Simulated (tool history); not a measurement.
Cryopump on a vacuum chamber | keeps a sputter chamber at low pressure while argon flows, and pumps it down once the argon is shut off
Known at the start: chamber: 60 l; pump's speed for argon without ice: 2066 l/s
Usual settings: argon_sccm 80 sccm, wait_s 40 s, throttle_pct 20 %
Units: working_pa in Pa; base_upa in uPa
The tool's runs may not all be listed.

run	hour	argon_sccm	wait_s	throttle_pct	working_pa	base_upa
1	0	80	40	20	0.3353	2.18
2	115.6	80	40	20	0.3383	2.28
3	174.5	80	40	20	0.3376	2.17
4	228	80	40	20	0.3387	2.23
5	285	80	40	20	0.3367	2.29
6	383.8	80	40	20	0.3408	2.35
7	472.4	80	40	20	0.3395	2.31
8	528.5	80	40	20	0.343	2.38
9	653.7	80	40	20	0.3428	2.42
10	770.8	80	40	26	0.2681	2.39
11	831.6	80	40	26	0.268	2.58
12	897.7	80	40	20	0.3428	2.46
13	965.4	80	207	20	0.3446	1.35
# hour 995: pump warmed up, emptied and cooled again
14	1060.8	113	40	20	0.4631	2.4
15	1182.8	113	40	20	0.4671	2.39
16	1256.4	113	24	20	0.4686	3.43
17	1324.6	113	24	20	0.4666	3.48
18	1404.1	113	24	20	0.4677	3.57
19	1532.2	43	72	20	0.1792	1.89
20	1598.2	43	89	31	0.1164	1.73
21	1711.2	59	119	42	0.121	1.59
22	1781.2	105	78	21	0.4191	1.92
23	1834.5	105	78	21	0.422	1.95
24	1914.5	76	63	29	0.2218	2.17
25	1997	80	23	38	0.181	3.84
26	2069	72	67	34	0.1802	2.18
27	2129.3	72	67	34	0.1816	2.2
28	2231.1	72	67	34	0.1826	2.21
29	2306.7	72	67	34	0.1828	2.23
30	2365.3	72	67	34	0.1842	2.25
31	2425	57	71	20	0.2426	2.3
32	2519.1	65	40	20	0.2789	2.99
33	2644.3	65	40	20	0.2773	2.98
34	2751.6	100	211	20	0.428	1.81
35	2861.8	100	211	20	0.4305	1.92

3 ways to go on from here, each from the tool as it stands after run 35. What would each give?
# hour 2925.3: pump warmed up, emptied and cooled again
A	2977.2	92	211	52	?	?
# hour 2925.3: pump warmed up, emptied and cooled again
B	2977.2	80	64	51	?	?
# hour 2925.3: pump warmed up, emptied and cooled again
C	2977.2	40	25	20	?	?

run	working_pa	base_upa
A	0.1469	1.6
B	0.1307	2.29
C	0.1636	3.71
Without the tool's hidden state the same runs would have given:
run	working_pa	base_upa
A	0.145	0.44
B	0.129	1.07
C	0.1628	2.5

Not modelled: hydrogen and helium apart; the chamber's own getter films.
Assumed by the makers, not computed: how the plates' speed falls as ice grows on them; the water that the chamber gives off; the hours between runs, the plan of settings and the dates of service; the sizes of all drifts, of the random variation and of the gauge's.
